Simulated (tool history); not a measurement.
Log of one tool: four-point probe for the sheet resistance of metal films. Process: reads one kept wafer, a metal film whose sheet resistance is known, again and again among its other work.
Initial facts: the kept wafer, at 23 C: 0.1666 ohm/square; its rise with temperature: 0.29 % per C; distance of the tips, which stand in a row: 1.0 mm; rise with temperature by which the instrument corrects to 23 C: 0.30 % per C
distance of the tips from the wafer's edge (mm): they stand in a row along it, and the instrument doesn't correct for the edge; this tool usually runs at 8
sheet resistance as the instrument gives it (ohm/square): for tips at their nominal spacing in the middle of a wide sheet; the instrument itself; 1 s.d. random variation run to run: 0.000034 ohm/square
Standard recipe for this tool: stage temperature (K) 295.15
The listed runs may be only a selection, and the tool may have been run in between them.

| run | hour | stage temperature (K) | distance of the tips from the wafer's edge (mm) | sheet resistance as the instrument gives it (ohm/square) |
|---|---|---|---|---|
| 1 | 0 | 295.15 | 8 | 0.167863 |
| 2 | 55.2 | 295.15 | 8 | 0.167851 |
| 3 | 109.3 | 295.15 | 8 | 0.167887 |
| 4 | 144.9 | 295.15 | 68 | 0.166465 |
| 5 | 215.6 | 295.15 | 68 | 0.166499 |
| 6 | 258.1 | 295.15 | 8 | 0.167898 |
| 7 | 301.9 | 295.15 | 8 | 0.167865 |
| 8 | 367.6 | 297.15 | 8 | 0.167847 |
| 9 | 424.3 | 297.15 | 8 | 0.167897 |
| 10 | 466 | 297.15 | 8 | 0.167912 |
| 11 | 544.2 | 304.15 | 35 | 0.166449 |
| 12 | 620.4 | 304.15 | 35 | 0.166477 |
| 13 | 698.8 | 304.15 | 35 | 0.166503 |
| 14 | 777 | 292.15 | 7 | 0.168487 |
| 15 | 822.6 | 292.15 | 28 | 0.166744 |
| 16 | 898.7 | 292.15 | 28 | 0.166706 |

The next listed run, before its measurement:
| 17 | 960.8 | 301.15 | 5 | ? |

sheet resistance as the instrument gives it (ohm/square): 0.169996
On a tool with no hidden condition, and with the same random variation, this run would have come out at sheet resistance as the instrument gives it (ohm/square) 0.170015.

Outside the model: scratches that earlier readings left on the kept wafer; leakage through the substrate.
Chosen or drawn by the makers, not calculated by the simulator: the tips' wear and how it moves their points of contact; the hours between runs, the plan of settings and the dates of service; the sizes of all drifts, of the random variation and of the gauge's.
